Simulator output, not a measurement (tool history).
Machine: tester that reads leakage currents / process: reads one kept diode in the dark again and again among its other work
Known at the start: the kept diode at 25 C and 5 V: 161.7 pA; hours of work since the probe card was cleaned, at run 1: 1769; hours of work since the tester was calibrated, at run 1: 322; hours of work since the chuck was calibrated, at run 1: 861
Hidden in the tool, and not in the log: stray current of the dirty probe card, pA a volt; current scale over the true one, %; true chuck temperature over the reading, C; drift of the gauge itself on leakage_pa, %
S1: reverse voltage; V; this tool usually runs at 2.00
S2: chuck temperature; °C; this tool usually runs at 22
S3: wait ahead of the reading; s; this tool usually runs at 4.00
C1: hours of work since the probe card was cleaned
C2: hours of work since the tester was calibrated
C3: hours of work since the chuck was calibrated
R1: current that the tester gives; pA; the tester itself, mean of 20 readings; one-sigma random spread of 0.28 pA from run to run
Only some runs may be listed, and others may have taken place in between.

Run 1, day 0.000: usual settings; C1 1769; C2 322; C3 861. Result: R1 95.92 pA.
Run 2, day 2.283: usual settings; C1 1798; C2 351; C3 890. Result: R1 96.45 pA.
Run 3, day 3.538: usual settings but S2 34 °C; C1 1815; C2 367; C3 906. Result: R1 277.00 pA.
Run 4, day 5.175: usual settings but S1 2.39 V; C1 1836; C2 388; C3 928. Result: R1 101.76 pA.
Run 5, day 6.421: usual settings but S1 2.39 V, S3 2.54 s; C1 1852; C2 404; C3 944. Result: R1 102.71 pA.
Run 6, day 8.646: usual settings but S1 2.39 V, S3 2.54 s; C1 1880; C2 433; C3 972. Result: R1 102.93 pA.
Run 7, day 9.904: usual settings but S1 2.39 V, S3 2.54 s; C1 1897; C2 449; C3 989. Result: R1 102.79 pA.
Run 8, day 12.171: usual settings; C1 1926; C2 479; C3 1018. Result: R1 97.38 pA.
Run 9, day 13.733: usual settings; C1 1946; C2 499; C3 1038. Result: R1 96.95 pA.
Run 10, day 15.958: usual settings but S1 1.31 V; C1 1975; C2 528; C3 1067. Result: R1 84.85 pA.
Run 11, day 18.129: usual settings; C1 2003; C2 555; C3 1095. Result: R1 97.67 pA.
Run 12, day 19.388: usual settings but S1 5.05 V; C1 2019; C2 572; C3 1111. Result: R1 131.08 pA.
Run 13, day 20.767: usual settings but S1 5.05 V; C1 2037; C2 590; C3 1129. Result: R1 131.52 pA.
Run 14, day 21.954: usual settings but S3 7.44 s; C1 2052; C2 605; C3 1144. Result: R1 97.87 pA.
Run 15, day 23.600: usual settings but S3 7.44 s; C1 2073; C2 626; C3 1165. Result: R1 98.01 pA.
Run 16, day 24.862: usual settings but S3 7.44 s; C1 2090; C2 642; C3 1182. Result: R1 98.66 pA.
Run 17, day 26.854: usual settings but S3 7.44 s; C1 2115; C2 668; C3 1207. Result: R1 98.34 pA.
Run 18, day 28.608: usual settings; C1 2138; C2 691; C3 1230. Result: R1 98.80 pA.
Run 19, day 29.725: usual settings; C1 2152; C2 705; C3 1244. Result: R1 98.32 pA.
Run 20, day 31.654: usual settings; C1 2177; C2 730; C3 1269. Result: R1 99.04 pA.
Run 21, day 34.167: usual settings but S1 4.24 V, S2 21 °C, S3 1.96 s; C1 2210; C2 762; C3 1302. Result: R1 114.07 pA.
Run 22, day 36.633: usual settings but S3 0.53 s; C1 2242; C2 794; C3 1334. Result: R1 99.31 pA.
Run 23, day 38.021: usual settings but S1 12.45 V, S2 55 °C; C1 2260; C2 812; C3 1352. Result: R1 2646.18 pA.
Run 24, day 39.583: usual settings but S1 12.45 V, S2 55 °C; C1 2280; C2 832; C3 1372. Result: R1 2662.28 pA.
Run 25, day 41.250: usual settings but S1 12.45 V, S2 55 °C; C1 2301; C2 854; C3 1393. Result: R1 2662.64 pA.
Run 26, day 42.633: usual settings but S1 12.45 V, S2 55 °C; C1 2319; C2 872; C3 1411. Result: R1 2654.95 pA.
Run 27, day 44.758: usual settings but S1 12.45 V, S2 55 °C; C1 2347; C2 899; C3 1438. Result: R1 2654.34 pA.
At day 44.958: tester calibrated.
Run 28, day 47.250: usual settings but S1 12.45 V, S2 55 °C; C1 2378; C2 30; C3 1470. Result: R1 2668.57 pA.
At day 47.692: chuck's temperature calibrated.
Run 29, day 49.925: usual settings but S1 4.63 V, S2 36 °C, S3 0.38 s; C1 2411; C2 63; C3 29. Result: R1 417.18 pA.
Run 30, day 51.304: usual settings but S1 9.52 V, S2 35 °C; C1 2429; C2 81; C3 47. Result: R1 475.35 pA.
Run 31, day 53.488: usual settings but S1 2.65 V, S2 27 °C; C1 2457; C2 109; C3 75. Result: R1 159.19 pA.
At day 54.704: tester calibrated, once more.
Run 32, day 54.704: usual settings but S1 2.65 V, S2 24 °C, S3 1.68 s; C1 2472; C2 0; C3 89. Result: R1 123.10 pA.
Run 33, day 56.271: usual settings but S1 16.17 V, S2 33 °C, S3 4.72 s; C1 2492; C2 20; C3 110. Result: R1 482.80 pA.
Run 34, day 57.404: usual settings but S1 16.17 V, S2 33 °C, S3 4.72 s; C1 2507; C2 35; C3 124. Result: R1 482.03 pA.
Run 35, day 59.525: usual settings but S1 18.99 V, S2 55 °C, S3 3.11 s; C1 2534; C2 62; C3 152. Result: R1 2908.60 pA.
Run 36, day 60.658: usual settings but S1 1.07 V, S2 46 °C, S3 0.77 s; C1 2548; C2 77; C3 166. Result: R1 589.71 pA.
Run 37, day 62.079: usual settings but S1 12.13 V, S2 25 °C, S3 2.16 s; C1 2567; C2 95; C3 185. Result: R1 220.03 pA.
Run 38, day 63.338: usual settings but S1 3.53 V, S2 23 °C, S3 2.94 s; C1 2583; C2 111; C3 201. Result: R1 124.34 pA.
Run 39, day 65.742: usual settings but S1 3.53 V, S2 23 °C, S3 2.94 s; C1 2614; C2 142; C3 232. Result: R1 124.04 pA.

Hidden condition of the tool, last listed run before each entry between runs versus first listed run after:
In the gap between runs 27 and 28: tester calibrated (day 44.958)
  stray current of the dirty probe card, pA a volt: 0.213 -> 0.215; current scale over the true one, %: -0.63 -> -0.79; true chuck temperature over the reading, C: 0.79 -> 0.81
  measured less the result without the state, R1: +137.67 -> +137.22 pA
In the gap between runs 28 and 29: chuck's temperature calibrated (day 47.692)
  stray current of the dirty probe card, pA a volt: 0.215 -> 0.218; current scale over the true one, %: -0.79 -> -0.81; true chuck temperature over the reading, C: 0.81 -> 0.1
  measured less the result without the state, R1: +137.22 -> +0.93 pA
In the gap between runs 31 and 32: tester calibrated, once more (day 54.704)
  stray current of the dirty probe card, pA a volt: 0.222 -> 0.223; current scale over the true one, %: -0.82 -> -0.05; true chuck temperature over the reading, C: 0.12 -> 0.13
  measured less the result without the state, R1: +0.92 -> +1.90 pA
